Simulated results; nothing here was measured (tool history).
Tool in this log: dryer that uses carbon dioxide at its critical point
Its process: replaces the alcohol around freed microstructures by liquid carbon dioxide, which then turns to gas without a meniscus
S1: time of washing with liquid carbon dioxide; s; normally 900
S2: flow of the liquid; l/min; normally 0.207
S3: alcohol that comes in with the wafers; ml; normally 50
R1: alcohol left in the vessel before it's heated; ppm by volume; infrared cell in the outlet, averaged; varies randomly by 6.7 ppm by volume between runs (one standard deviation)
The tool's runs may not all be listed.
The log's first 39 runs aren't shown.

Run 40, hour 785.1: usual settings but S1 540 s, S2 0.164 l/min, S3 40 ml. Result: R1 6060 ppm by volume.
Run 41, hour 804: usual settings but S1 780 s, S2 0.235 l/min, S3 47 ml. Result: R1 531 ppm by volume.
Run 42, hour 823.6: usual settings but S1 840 s, S2 0.198 l/min, S3 47 ml. Result: R1 836 ppm by volume.
Run 43, hour 846.9: usual settings but S1 720 s, S2 0.29 l/min, S3 75 ml. Result: R1 442 ppm by volume.
Run 44, hour 865.7: usual settings but S3 24 ml. Result: R1 333 ppm by volume.
Run 45, hour 888.9: usual settings but S3 24 ml. Result: R1 331 ppm by volume.
Run 46, hour 909.2: usual settings but S1 1260 s, S2 0.309 l/min, S3 26 ml. Result: R1 124 ppm by volume.
Run 47, hour 935.7: usual settings but S1 1320 s, S2 0.155 l/min. Result: R1 396 ppm by volume.
Run 48, hour 950.1: usual settings but S1 1380 s, S2 0.162 l/min, S3 60 ml. Result: R1 319 ppm by volume.

Forecast each of these 3 alternatives for the next run:
Run A, hour 978.2: usual settings. Result: R1 ?.
Run B, hour 978.2: usual settings but S1 1080 s, S2 0.162 l/min, S3 102 ml. Result: R1 ?.
Run C, hour 978.2: usual settings but S1 660 s, S2 0.281 l/min, S3 60 ml. Result: R1 ?.

run    R1
  A   584
  B  1445
  C   677
Stripped of hidden state, with their random variation kept, the same runs would have yielded:
run   R1
  A  293
  B  863
  C  351
